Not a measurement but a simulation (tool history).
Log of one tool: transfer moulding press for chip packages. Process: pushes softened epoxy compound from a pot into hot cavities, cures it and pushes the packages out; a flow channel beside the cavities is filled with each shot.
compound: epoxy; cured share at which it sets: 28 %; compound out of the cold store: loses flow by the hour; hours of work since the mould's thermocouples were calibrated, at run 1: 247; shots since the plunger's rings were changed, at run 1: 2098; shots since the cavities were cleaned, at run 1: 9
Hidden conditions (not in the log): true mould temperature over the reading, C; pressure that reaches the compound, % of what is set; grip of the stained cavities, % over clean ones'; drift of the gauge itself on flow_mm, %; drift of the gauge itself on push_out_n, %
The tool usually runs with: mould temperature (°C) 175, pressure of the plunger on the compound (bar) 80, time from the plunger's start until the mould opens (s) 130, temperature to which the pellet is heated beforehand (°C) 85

| run | hour | mould temperature (°C) | pressure of the plunger on the compound (bar) | time from the plunger's start until the mould opens (s) | temperature to which the pellet is heated beforehand (°C) | hours of work since the mould's thermocouples were calibrated | shots since the plunger's rings were changed | shots since the cavities were cleaned | incoming compound's hours out of the cold store | length that the compound runs in the flow channel (mm) | greatest force on the pins that push the packages out (N) |
|---|---|---|---|---|---|---|---|---|---|---|---|
| 1 | 0 | 175 | 80 | 130 | 85 | 247 | 2098 | 9 | 17.4 | 689 | 223 |
| 2 | 5 | 175 | 80 | 130 | 85 | 250 | 2139 | 50 | 24.7 | 667 | 252 |
| 3 | 13.1 | 175 | 80 | 130 | 85 | 255 | 2206 | 117 | 14.9 | 702 | 267 |
| 4 | 20.7 | 175 | 80 | 122 | 85 | 260 | 2269 | 180 | 44.8 | 564 | 311 |
| 5 | 25.6 | 175 | 80 | 122 | 85 | 263 | 2309 | 220 | 25.4 | 658 | 334 |
| 6 | 32.9 | 175 | 80 | 122 | 85 | 267 | 2370 | 281 | 25.4 | 646 | 350 |
| 7 | 37.7 | 175 | 80 | 130 | 85 | 270 | 2410 | 321 | 16.1 | 690 | 339 |
| 8 | 45.3 | 175 | 80 | 130 | 85 | 275 | 2473 | 384 | 17.3 | 683 | 361 |
| 9 | 53.6 | 175 | 80 | 130 | 85 | 280 | 2542 | 453 | 18.3 | 682 | 386 |
| 10 | 60.8 | 175 | 80 | 130 | 85 | 284 | 2601 | 512 | 42.2 | 580 | 376 |
| 11 | 67.8 | 175 | 80 | 130 | 85 | 288 | 2659 | 570 | 45.9 | 558 | 395 |
| 12 | 73.8 | 175 | 80 | 130 | 85 | 292 | 2708 | 619 | 29.4 | 627 | 425 |
| 13 | 77.7 | 175 | 70.8 | 130 | 80 | 294 | 2741 | 652 | 23.5 | 626 | 418 |
| 14 | 84.7 | 175 | 70.8 | 130 | 83 | 298 | 2799 | 710 | 18.5 | 647 | 436 |
| 15 | 88.4 | 175 | 70.8 | 141 | 83 | 301 | 2830 | 741 | 35.2 | 557 | 413 |
|  | 90.9 | mould's thermocouples calibrated |
|  | 98.2 | cavities cleaned with cleaning compound and waxed |
| 16 | 98.3 | 183 | 95.7 | 130 | 85 | 4 | 2883 | 2 | 38.5 | 628 | 200 |
| 17 | 102.8 | 173 | 60.6 | 153 | 77 | 6 | 2920 | 39 | 31.7 | 536 | 222 |
| 18 | 111.8 | 173 | 60.6 | 153 | 77 | 12 | 2994 | 113 | 30.1 | 554 | 248 |
| 19 | 118.7 | 173 | 92.7 | 161 | 80 | 16 | 3052 | 171 | 27.3 | 690 | 274 |

Expected results for the next run?
| 20 | 122.6 | 177 | 74.9 | 126 | 78 | 18 | 3084 | 203 | 23.4 | ? | ? |

{"run 20": {"length that the compound runs in the flow channel (mm)": 627, "greatest force on the pins that push the packages out (N)": 270}}
If the tool had no hidden condition, the same run with the same run-to-run variation would have returned length that the compound runs in the flow channel (mm) 657, greatest force on the pins that push the packages out (N) 196.
